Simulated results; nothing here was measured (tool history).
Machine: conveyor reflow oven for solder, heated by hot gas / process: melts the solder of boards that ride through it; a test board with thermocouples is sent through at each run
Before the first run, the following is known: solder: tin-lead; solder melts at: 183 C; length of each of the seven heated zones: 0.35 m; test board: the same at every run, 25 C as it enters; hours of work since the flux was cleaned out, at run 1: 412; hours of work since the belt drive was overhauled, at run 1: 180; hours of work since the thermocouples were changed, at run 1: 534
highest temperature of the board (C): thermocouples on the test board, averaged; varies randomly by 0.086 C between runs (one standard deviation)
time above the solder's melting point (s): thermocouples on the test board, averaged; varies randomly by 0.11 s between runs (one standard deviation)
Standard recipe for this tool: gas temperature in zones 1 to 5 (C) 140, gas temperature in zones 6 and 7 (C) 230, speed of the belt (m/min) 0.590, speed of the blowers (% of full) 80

| run | day | gas temperature in zones 1 to 5 (C) | gas temperature in zones 6 and 7 (C) | speed of the belt (m/min) | speed of the blowers (% of full) | hours of work since the flux was cleaned out | hours of work since the belt drive was overhauled | hours of work since the thermocouples were changed | highest temperature of the board (C) | time above the solder's melting point (s) |
|---|---|---|---|---|---|---|---|---|---|---|
| 1 | 0.000 | 140 | 230 | 0.590 | 80 | 412 | 180 | 534 | 213.27 | 50.4 |
| 2 | 0.262 | 140 | 230 | 0.590 | 80 | 417 | 185 | 538 | 213.30 | 50.3 |
| 3 | 0.796 | 140 | 226 | 0.590 | 80 | 427 | 194 | 548 | 209.79 | 47.6 |
| 4 | 1.067 | 140 | 240 | 0.590 | 80 | 431 | 199 | 553 | 221.48 | 56.4 |
| 5 | 1.588 | 140 | 223 | 0.590 | 80 | 441 | 208 | 562 | 207.51 | 45.3 |
| 6 | 1.975 | 140 | 223 | 0.686 | 80 | 448 | 215 | 569 | 202.52 | 33.1 |
| 7 | 2.408 | 140 | 230 | 0.590 | 80 | 456 | 223 | 577 | 213.22 | 50.2 |
| 8 | 2.779 | 137 | 220 | 0.617 | 71 | 462 | 230 | 584 | 201.52 | 34.9 |
| 9 | 3.167 | 140 | 232 | 0.617 | 71 | 469 | 237 | 591 | 211.68 | 46.3 |
| 10 | 3.475 | 140 | 232 | 0.617 | 71 | 475 | 242 | 596 | 211.59 | 46.2 |
| 11 | 3.862 | 140 | 233 | 0.594 | 81 | 482 | 249 | 603 | 215.44 | 51.8 |
| 12 | 4.412 | 140 | 239 | 0.496 | 80 | 492 | 259 | 613 | 226.38 | 71.2 |

Predict the results of run 13:
|  | 4.900 | flux residue cleaned out of gas plates and filters |
| 13 | 5.021 | 152 | 239 | 0.496 | 80 | 2 | 267 | 620 | ? | ? |

Run 13 yielded highest temperature of the board (C) 230.52, time above the solder's melting point (s) 78.6.
Take away the tool's hidden state, keep the run-to-run variation as it was, and the same run would have given highest temperature of the board (C) 228.14, time above the solder's melting point (s) 77.0.
